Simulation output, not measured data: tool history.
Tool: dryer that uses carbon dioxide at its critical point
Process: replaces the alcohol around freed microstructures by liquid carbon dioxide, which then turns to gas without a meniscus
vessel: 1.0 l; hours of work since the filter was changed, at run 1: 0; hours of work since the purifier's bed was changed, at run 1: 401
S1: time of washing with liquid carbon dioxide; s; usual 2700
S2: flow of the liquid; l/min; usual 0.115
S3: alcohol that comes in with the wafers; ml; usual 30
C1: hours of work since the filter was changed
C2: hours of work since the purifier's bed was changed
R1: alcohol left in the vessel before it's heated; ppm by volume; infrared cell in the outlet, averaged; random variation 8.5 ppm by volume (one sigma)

Run 1, hour 0: usual settings; C1 0; C2 401. Result: R1 602 ppm by volume.
Run 2, hour 21.6: usual settings but S1 2280 s; C1 17; C2 417. Result: R1 1048 ppm by volume.
Run 3, hour 35.7: usual settings but S1 2280 s; C1 28; C2 428. Result: R1 1085 ppm by volume.
Run 4, hour 50: usual settings but S1 2280 s; C1 39; C2 439. Result: R1 1095 ppm by volume.
Run 5, hour 62.4: usual settings but S1 2280 s; C1 48; C2 449. Result: R1 1118 ppm by volume.
Run 6, hour 76.7: usual settings but S1 1740 s; C1 59; C2 460. Result: R1 2428 ppm by volume.
Run 7, hour 87.9: usual settings but S2 0.186 l/min; C1 68; C2 468. Result: R1 205 ppm by volume.
Run 8, hour 102.5: usual settings but S2 0.186 l/min; C1 79; C2 480. Result: R1 216 ppm by volume.
Run 9, hour 122.3: usual settings but S3 32 ml; C1 94; C2 495. Result: R1 779 ppm by volume.
Run 10, hour 138.7: usual settings but S3 35 ml; C1 107; C2 507. Result: R1 831 ppm by volume.
Run 11, hour 159.9: usual settings but S3 35 ml; C1 123; C2 524. Result: R1 876 ppm by volume.
Run 12, hour 182.2: usual settings but S3 23 ml; C1 140; C2 541. Result: R1 671 ppm by volume.
Run 13, hour 196.1: usual settings but S3 23 ml; C1 151; C2 552. Result: R1 700 ppm by volume.
Run 14, hour 206.5: usual settings; C1 159; C2 560. Result: R1 822 ppm by volume.
Run 15, hour 223.4: usual settings; C1 172; C2 573. Result: R1 869 ppm by volume.
Run 16, hour 241.4: usual settings but S2 0.14 l/min; C1 186; C2 587. Result: R1 523 ppm by volume.
At hour 247: purifier's bed changed.
Run 17, hour 265: usual settings but S2 0.14 l/min; C1 202; C2 14. Result: R1 345 ppm by volume.
Run 18, hour 279.8: usual settings but S2 0.14 l/min; C1 213; C2 25. Result: R1 369 ppm by volume.
Run 19, hour 295.8: usual settings; C1 226; C2 38. Result: R1 797 ppm by volume.
Run 20, hour 310.4: usual settings but S1 4260 s; C1 237; C2 49. Result: R1 116 ppm by volume.
At hour 316.6: inlet filter changed.
Run 21, hour 323.7: usual settings; C1 5; C2 58. Result: R1 491 ppm by volume.
Run 22, hour 334.5: usual settings; C1 14; C2 67. Result: R1 516 ppm by volume.
Run 23, hour 350.6: usual settings; C1 26; C2 79. Result: R1 526 ppm by volume.
Run 24, hour 368: usual settings but S1 2460 s, S2 0.117 l/min, S3 32 ml; C1 40; C2 92. Result: R1 759 ppm by volume.
Run 25, hour 387.5: usual settings but S1 1620 s, S2 0.079 l/min, S3 32 ml; C1 55; C2 108. Result: R1 5772 ppm by volume.
Run 26, hour 403.8: usual settings but S1 2340 s, S2 0.195 l/min; C1 67; C2 120. Result: R1 142 ppm by volume.
Run 27, hour 424.7: usual settings but S1 2340 s, S2 0.195 l/min; C1 83; C2 136. Result: R1 151 ppm by volume.
Run 28, hour 439.1: usual settings but S1 1800 s, S2 0.088 l/min; C1 94; C2 147. Result: R1 3958 ppm by volume.
Run 29, hour 451.9: usual settings but S1 3540 s, S2 0.127 l/min, S3 36 ml; C1 104; C2 157. Result: R1 180 ppm by volume.
Run 30, hour 461.7: usual settings but S1 2220 s; C1 112; C2 165. Result: R1 1268 ppm by volume.
Run 31, hour 484.1: usual settings but S1 1980 s, S3 93 ml; C1 129; C2 182. Result: R1 5473 ppm by volume.
Run 32, hour 493.5: usual settings but S1 1980 s, S3 93 ml; C1 136; C2 189. Result: R1 5573 ppm by volume.
Run 33, hour 509.6: usual settings but S1 3660 s, S3 118 ml; C1 149; C2 202. Result: R1 711 ppm by volume.
Run 34, hour 529.3: usual settings but S1 3660 s, S3 118 ml; C1 164; C2 217. Result: R1 754 ppm by volume.
Run 35, hour 541: usual settings but S2 0.072 l/min, S3 73 ml; C1 173; C2 226. Result: R1 6488 ppm by volume.
Run 36, hour 550.4: usual settings but S1 1740 s, S2 0.139 l/min, S3 75 ml; C1 180; C2 233. Result: R1 4138 ppm by volume.
Run 37, hour 563: usual settings but S1 4260 s, S2 0.102 l/min; C1 190; C2 243. Result: R1 245 ppm by volume.
Run 38, hour 574.1: usual settings but S1 4260 s, S2 0.102 l/min; C1 198; C2 251. Result: R1 226 ppm by volume.
Run 39, hour 587.1: usual settings but S1 1800 s, S2 0.082 l/min, S3 41 ml; C1 208; C2 261. Result: R1 7028 ppm by volume.
Run 40, hour 596.4: usual settings but S1 1800 s, S2 0.082 l/min, S3 41 ml; C1 216; C2 268. Result: R1 7041 ppm by volume.
Run 41, hour 611.5: usual settings but S1 3360 s, S2 0.161 l/min, S3 41 ml; C1 227; C2 280. Result: R1 166 ppm by volume.
Run 42, hour 625.3: usual settings but S1 3780 s, S2 0.107 l/min, S3 41 ml; C1 238; C2 291. Result: R1 433 ppm by volume.
At hour 629.8: inlet filter changed.
Run 43, hour 638.6: usual settings but S1 3780 s, S2 0.107 l/min, S3 41 ml; C1 7; C2 300. Result: R1 276 ppm by volume.
Run 44, hour 658.6: usual settings but S1 2280 s; C1 22; C2 316. Result: R1 1055 ppm by volume.
Run 45, hour 669.2: usual settings but S1 2280 s; C1 30; C2 324. Result: R1 1046 ppm by volume.
Run 46, hour 688.2: usual settings but S1 2340 s, S3 54 ml; C1 45; C2 338. Result: R1 1719 ppm by volume.

Forecast each of these 5 alternatives for the next run:
Run A, hour 702.1: usual settings but S1 2460 s, S2 0.08 l/min, S3 54 ml; C1 56; C2 349. Result: R1 ?.
Run B, hour 702.1: usual settings but S1 2940 s, S3 22 ml; C1 56; C2 349. Result: R1 ?.
Run C, hour 702.1: usual settings but S1 2160 s, S3 54 ml; C1 56; C2 349. Result: R1 ?.
Run D, hour 702.1: usual settings but S2 0.125 l/min; C1 56; C2 349. Result: R1 ?.
Run E, hour 702.1: usual settings but S2 0.129 l/min, S3 84 ml; C1 56; C2 349. Result: R1 ?.

run    R1
  A  4169
  B   385
  C  2216
  D   476
  E  1045
Without the tool's hidden state the same runs would have given:
run    R1
  A  3669
  B   235
  C  1862
  D   314
  E   787

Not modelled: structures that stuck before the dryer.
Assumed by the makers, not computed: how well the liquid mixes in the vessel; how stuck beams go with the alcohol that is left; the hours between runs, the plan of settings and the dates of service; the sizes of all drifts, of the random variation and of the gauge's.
